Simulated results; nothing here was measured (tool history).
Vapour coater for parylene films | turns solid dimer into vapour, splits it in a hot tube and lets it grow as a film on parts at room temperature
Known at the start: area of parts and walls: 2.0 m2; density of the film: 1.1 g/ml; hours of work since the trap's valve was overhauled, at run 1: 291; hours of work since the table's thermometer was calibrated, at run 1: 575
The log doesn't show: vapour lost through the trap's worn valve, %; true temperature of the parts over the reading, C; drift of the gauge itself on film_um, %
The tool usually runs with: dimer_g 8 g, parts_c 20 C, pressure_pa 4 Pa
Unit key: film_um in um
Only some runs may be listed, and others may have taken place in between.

| run | hour | dimer_g | parts_c | pressure_pa | hours of work since the trap's valve was overhauled | hours of work since the table's thermometer was calibrated | film_um |
|---|---|---|---|---|---|---|---|
| 1 | 0 | 8 | 20 | 4 | 291 | 575 | 1.79 |
| 2 | 33 | 13 | 20 | 4 | 309 | 593 | 2.91 |
| 3 | 55.1 | 8 | 20 | 4 | 321 | 605 | 1.76 |
| 4 | 78.2 | 8 | 20 | 4 | 334 | 618 | 1.81 |
| 5 | 107.2 | 8 | 20 | 4 | 350 | 634 | 1.8 |
| 6 | 135.3 | 8 | 20 | 4 | 365 | 649 | 1.74 |
| 7 | 164.7 | 8 | 20 | 4 | 381 | 665 | 1.77 |
| 8 | 192 | 8 | 20 | 4 | 396 | 680 | 1.76 |
| 9 | 217.1 | 8 | 20 | 4 | 410 | 694 | 1.79 |
| 10 | 237.8 | 8 | 20 | 4 | 421 | 705 | 1.74 |
| 11 | 268.8 | 13 | 20 | 4.77 | 438 | 722 | 2.92 |
| 12 | 298.4 | 13 | 20 | 2.07 | 454 | 738 | 2.96 |
|  | 305 | trap's valve overhauled |
| 13 | 331.8 | 8 | 12 | 7.84 | 15 | 754 | 2.13 |
| 14 | 359.2 | 8 | 12 | 7.84 | 30 | 769 | 2.13 |
| 15 | 386.7 | 3 | 24 | 10.31 | 45 | 784 | 0.57 |
| 16 | 405.3 | 3 | 24 | 10.31 | 55 | 794 | 0.6 |
| 17 | 429.7 | 6 | 12 | 10.31 | 68 | 807 | 1.61 |
| 18 | 460.3 | 5 | 12 | 5.98 | 85 | 824 | 1.3 |
| 19 | 483.8 | 5 | 12 | 5.98 | 98 | 837 | 1.36 |
| 20 | 497.9 | 3 | 15 | 8.19 | 105 | 845 | 0.72 |

Alternative continuations, all from the tool just after run 20; predict every row:
| A | 519.3 | 12 | 15 | 11.84 | 117 | 856 | ? |
| B | 519.3 | 7 | 18 | 4 | 117 | 856 | ? |
| C | 519.3 | 5 | 24 | 2.72 | 117 | 856 | ? |
| D | 519.3 | 11 | 30 | 2.52 | 117 | 856 | ? |

| run | film_um |
|---|---|
| A | 2.87 |
| B | 1.63 |
| C | 1.04 |
| D | 1.88 |
With the hidden condition removed and each run's random variation left untouched, the same runs would have given:
| run | film_um |
|---|---|
| A | 2.87 |
| B | 1.63 |
| C | 1.04 |
| D | 1.89 |
